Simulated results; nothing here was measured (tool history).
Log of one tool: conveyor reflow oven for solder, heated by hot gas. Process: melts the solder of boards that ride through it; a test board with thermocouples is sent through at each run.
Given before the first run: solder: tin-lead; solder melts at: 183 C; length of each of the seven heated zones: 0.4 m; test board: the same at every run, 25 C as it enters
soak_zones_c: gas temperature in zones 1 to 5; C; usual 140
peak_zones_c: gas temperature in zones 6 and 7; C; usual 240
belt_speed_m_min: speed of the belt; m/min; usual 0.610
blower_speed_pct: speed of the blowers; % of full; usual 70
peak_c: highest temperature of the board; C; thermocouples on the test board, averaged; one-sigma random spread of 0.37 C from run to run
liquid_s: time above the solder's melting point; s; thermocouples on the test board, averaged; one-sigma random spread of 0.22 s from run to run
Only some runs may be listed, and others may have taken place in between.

run 1 day=0.000 | soak_zones_c=140 peak_zones_c=240 belt_speed_m_min=0.610 blower_speed_pct=70 | peak_c=223.6 liquid_s=65.1
run 2 day=0.354 | soak_zones_c=140 peak_zones_c=240 belt_speed_m_min=0.610 blower_speed_pct=70 | peak_c=223.5 liquid_s=64.8
run 3 day=1.171 | soak_zones_c=134 peak_zones_c=240 belt_speed_m_min=0.610 blower_speed_pct=70 | peak_c=222.8 liquid_s=62.1
run 4 day=1.854 | soak_zones_c=134 peak_zones_c=240 belt_speed_m_min=0.610 blower_speed_pct=70 | peak_c=222.0 liquid_s=62.1
run 5 day=2.596 | soak_zones_c=134 peak_zones_c=240 belt_speed_m_min=0.518 blower_speed_pct=70 | peak_c=227.2 liquid_s=77.9
run 6 day=3.183 | soak_zones_c=140 peak_zones_c=240 belt_speed_m_min=0.610 blower_speed_pct=64 | peak_c=221.7 liquid_s=64.0
run 7 day=3.554 | soak_zones_c=140 peak_zones_c=240 belt_speed_m_min=0.610 blower_speed_pct=64 | peak_c=222.1 liquid_s=63.3
run 8 day=3.988 | soak_zones_c=140 peak_zones_c=240 belt_speed_m_min=0.610 blower_speed_pct=64 | peak_c=223.0 liquid_s=64.2
run 9 day=4.529 | soak_zones_c=140 peak_zones_c=240 belt_speed_m_min=0.610 blower_speed_pct=64 | peak_c=222.1 liquid_s=63.8
run 10 day=5.175 | soak_zones_c=140 peak_zones_c=240 belt_speed_m_min=0.610 blower_speed_pct=64 | peak_c=222.1 liquid_s=63.6
run 11 day=5.650 | soak_zones_c=140 peak_zones_c=240 belt_speed_m_min=0.610 blower_speed_pct=64 | peak_c=222.1 liquid_s=63.9
run 12 day=6.275 | soak_zones_c=140 peak_zones_c=240 belt_speed_m_min=0.610 blower_speed_pct=64 | peak_c=221.7 liquid_s=63.1
run 13 day=6.792 | soak_zones_c=140 peak_zones_c=240 belt_speed_m_min=0.610 blower_speed_pct=64 | peak_c=221.5 liquid_s=63.2
run 14 day=7.604 | soak_zones_c=140 peak_zones_c=240 belt_speed_m_min=0.610 blower_speed_pct=72 | peak_c=222.9 liquid_s=65.0
run 15 day=8.079 | soak_zones_c=140 peak_zones_c=240 belt_speed_m_min=0.610 blower_speed_pct=72 | peak_c=222.6 liquid_s=64.8
run 16 day=8.900 | soak_zones_c=140 peak_zones_c=240 belt_speed_m_min=0.610 blower_speed_pct=72 | peak_c=222.4 liquid_s=64.8
run 17 day=9.508 | soak_zones_c=128 peak_zones_c=242 belt_speed_m_min=0.641 blower_speed_pct=64 | peak_c=218.9 liquid_s=54.2
run 18 day=10.250 | soak_zones_c=128 peak_zones_c=228 belt_speed_m_min=0.641 blower_speed_pct=64 | peak_c=206.7 liquid_s=43.2
run 19 day=10.917 | soak_zones_c=155 peak_zones_c=228 belt_speed_m_min=0.641 blower_speed_pct=76 | peak_c=214.4 liquid_s=61.6
run 20 day=11.538 | soak_zones_c=140 peak_zones_c=253 belt_speed_m_min=0.567 blower_speed_pct=87 | peak_c=239.8 liquid_s=79.8
run 21 day=12.171 | soak_zones_c=145 peak_zones_c=240 belt_speed_m_min=0.648 blower_speed_pct=73 | peak_c=221.2 liquid_s=61.5
run 22 day=13.000 | soak_zones_c=151 peak_zones_c=240 belt_speed_m_min=0.610 blower_speed_pct=70 | peak_c=224.4 liquid_s=70.1
run 23 day=13.725 | soak_zones_c=149 peak_zones_c=240 belt_speed_m_min=0.602 blower_speed_pct=55 | peak_c=221.4 liquid_s=67.4
run 24 day=14.392 | soak_zones_c=140 peak_zones_c=236 belt_speed_m_min=0.661 blower_speed_pct=70 | peak_c=214.9 liquid_s=54.0
run 25 day=14.888 | soak_zones_c=140 peak_zones_c=236 belt_speed_m_min=0.661 blower_speed_pct=87 | peak_c=218.2 liquid_s=56.5
run 26 day=15.925 | soak_zones_c=148 peak_zones_c=241 belt_speed_m_min=0.610 blower_speed_pct=70 | peak_c=226.0 liquid_s=70.2
run 27 day=16.588 | soak_zones_c=127 peak_zones_c=240 belt_speed_m_min=0.610 blower_speed_pct=70 | peak_c=221.8 liquid_s=59.9
run 28 day=16.975 | soak_zones_c=127 peak_zones_c=240 belt_speed_m_min=0.610 blower_speed_pct=70 | peak_c=221.7 liquid_s=59.7
run 29 day=17.488 | soak_zones_c=127 peak_zones_c=240 belt_speed_m_min=0.610 blower_speed_pct=70 | peak_c=221.8 liquid_s=59.5
run 30 day=18.233 | soak_zones_c=132 peak_zones_c=238 belt_speed_m_min=0.654 blower_speed_pct=83 | peak_c=221.3 liquid_s=56.4

Between the runs listed above, the log contained 1 entry, not reproduced here. Where in the sequence does each belong, and how does what the log doesn't record of the tool's condition differ from the listed run before to the listed run after?
In the gap between runs 25 and 26: flux residue cleaned out of gas plates and filters (day 15.783)
  heat that the gas passes to the board, % of a clean oven's: 89.4 -> 99.5; belt's true speed, % of the reading: 98.82 -> 98.78; true gas temperature in zones 6 and 7 over the reading, C: -1.14 -> -1.17
  what was measured, less what the result would be without the hidden state, peak_c: -3.3 -> -0.8 C; liquid_s: -1.9 -> +0.4 s
